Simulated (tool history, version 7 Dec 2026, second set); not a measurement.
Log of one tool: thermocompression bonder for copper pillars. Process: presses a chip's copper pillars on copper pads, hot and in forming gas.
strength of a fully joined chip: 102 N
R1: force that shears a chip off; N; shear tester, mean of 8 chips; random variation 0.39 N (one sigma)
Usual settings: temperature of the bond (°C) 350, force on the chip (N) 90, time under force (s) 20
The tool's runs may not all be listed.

Run 1, hour 0.0: usual settings. Result: R1 72.4 N.
Run 2, hour 15.4: usual settings. Result: R1 71.7 N.
Run 3, hour 27.9: usual settings. Result: R1 70.8 N.
Run 4, hour 40.6: usual settings. Result: R1 72.2 N.
Run 5, hour 55.6: usual settings. Result: R1 71.8 N.
Run 6, hour 69.2: usual settings. Result: R1 71.2 N.
Run 7, hour 78.6: usual settings but temperature of the bond (°C) 375. Result: R1 80.8 N.
Run 8, hour 94.9: usual settings. Result: R1 71.4 N.
Run 9, hour 116.7: usual settings but time under force (s) 17. Result: R1 68.9 N.
Run 10, hour 128.9: usual settings but time under force (s) 17. Result: R1 68.2 N.
Run 11, hour 142.1: usual settings but time under force (s) 17. Result: R1 68.3 N.
Run 12, hour 160.0: usual settings but time under force (s) 17. Result: R1 67.3 N.
Run 13, hour 180.2: usual settings but force on the chip (N) 67. Result: R1 63.1 N.
Run 14, hour 189.4: usual settings. Result: R1 70.6 N.
Run 15, hour 212.0: usual settings. Result: R1 68.7 N.
Run 16, hour 228.7: usual settings. Result: R1 70.1 N.
Run 17, hour 247.9: usual settings. Result: R1 69.8 N.
Run 18, hour 270.4: usual settings but temperature of the bond (°C) 360. Result: R1 73.3 N.
At hour 288.8: forming gas filter changed.
Run 19, hour 291.2: usual settings. Result: R1 72.1 N.
Run 20, hour 303.2: usual settings. Result: R1 71.3 N.
Run 21, hour 325.0: usual settings but temperature of the bond (°C) 328, force on the chip (N) 55, time under force (s) 45. Result: R1 66.1 N.
Run 22, hour 336.4: usual settings but temperature of the bond (°C) 328, force on the chip (N) 55, time under force (s) 45. Result: R1 66.0 N.
Run 23, hour 357.1: usual settings but temperature of the bond (°C) 379, force on the chip (N) 93, time under force (s) 17. Result: R1 79.6 N.
Run 24, hour 369.7: usual settings but force on the chip (N) 88, time under force (s) 27. Result: R1 75.9 N.
Run 25, hour 382.5: usual settings but temperature of the bond (°C) 334, force on the chip (N) 124, time under force (s) 43. Result: R1 84.4 N.
Run 26, hour 399.0: usual settings but temperature of the bond (°C) 331, force on the chip (N) 92. Result: R1 63.8 N.
Run 27, hour 418.7: usual settings but temperature of the bond (°C) 331, force on the chip (N) 92. Result: R1 62.9 N.
Run 28, hour 430.1: usual settings but force on the chip (N) 85, time under force (s) 18. Result: R1 67.7 N.
Run 29, hour 447.1: usual settings but temperature of the bond (°C) 377, force on the chip (N) 57, time under force (s) 18. Result: R1 68.2 N.
Run 30, hour 456.9: usual settings but temperature of the bond (°C) 377, force on the chip (N) 57, time under force (s) 18. Result: R1 67.8 N.
Run 31, hour 479.3: usual settings but temperature of the bond (°C) 372, force on the chip (N) 81, time under force (s) 18. Result: R1 74.4 N.
Run 32, hour 499.9: usual settings but temperature of the bond (°C) 341, force on the chip (N) 77, time under force (s) 22. Result: R1 64.6 N.
Run 33, hour 522.5: usual settings but temperature of the bond (°C) 341, force on the chip (N) 62, time under force (s) 11. Result: R1 47.1 N.
Run 34, hour 542.8: usual settings but temperature of the bond (°C) 363, force on the chip (N) 65, time under force (s) 49. Result: R1 82.9 N.
Run 35, hour 558.2: usual settings but temperature of the bond (°C) 352, force on the chip (N) 65, time under force (s) 49. Result: R1 78.0 N.
Run 36, hour 581.1: usual settings but temperature of the bond (°C) 352, force on the chip (N) 65, time under force (s) 49. Result: R1 79.0 N.
Run 37, hour 593.8: usual settings but temperature of the bond (°C) 352, force on the chip (N) 65, time under force (s) 49. Result: R1 77.8 N.
Run 38, hour 613.1: usual settings but temperature of the bond (°C) 352, force on the chip (N) 81, time under force (s) 13. Result: R1 59.7 N.
Run 39, hour 630.2: usual settings but force on the chip (N) 126. Result: R1 76.1 N.

Forecast each of these 3 alternatives for the next run:
At hour 640.9: forming gas filter changed.
Run A, hour 653.1: usual settings but force on the chip (N) 126, time under force (s) 53. Result: R1 ?.
At hour 640.9: forming gas filter changed.
Run B, hour 653.1: usual settings but temperature of the bond (°C) 329, force on the chip (N) 95. Result: R1 ?.
At hour 640.9: forming gas filter changed.
Run C, hour 653.1: usual settings but temperature of the bond (°C) 370, force on the chip (N) 84, time under force (s) 12. Result: R1 ?.

run    R1
  A  93.1
  B  63.5
  C  67.5
Without the tool's hidden state the same runs would have given:
run    R1
  A  93.7
  B  64.6
  C  68.4

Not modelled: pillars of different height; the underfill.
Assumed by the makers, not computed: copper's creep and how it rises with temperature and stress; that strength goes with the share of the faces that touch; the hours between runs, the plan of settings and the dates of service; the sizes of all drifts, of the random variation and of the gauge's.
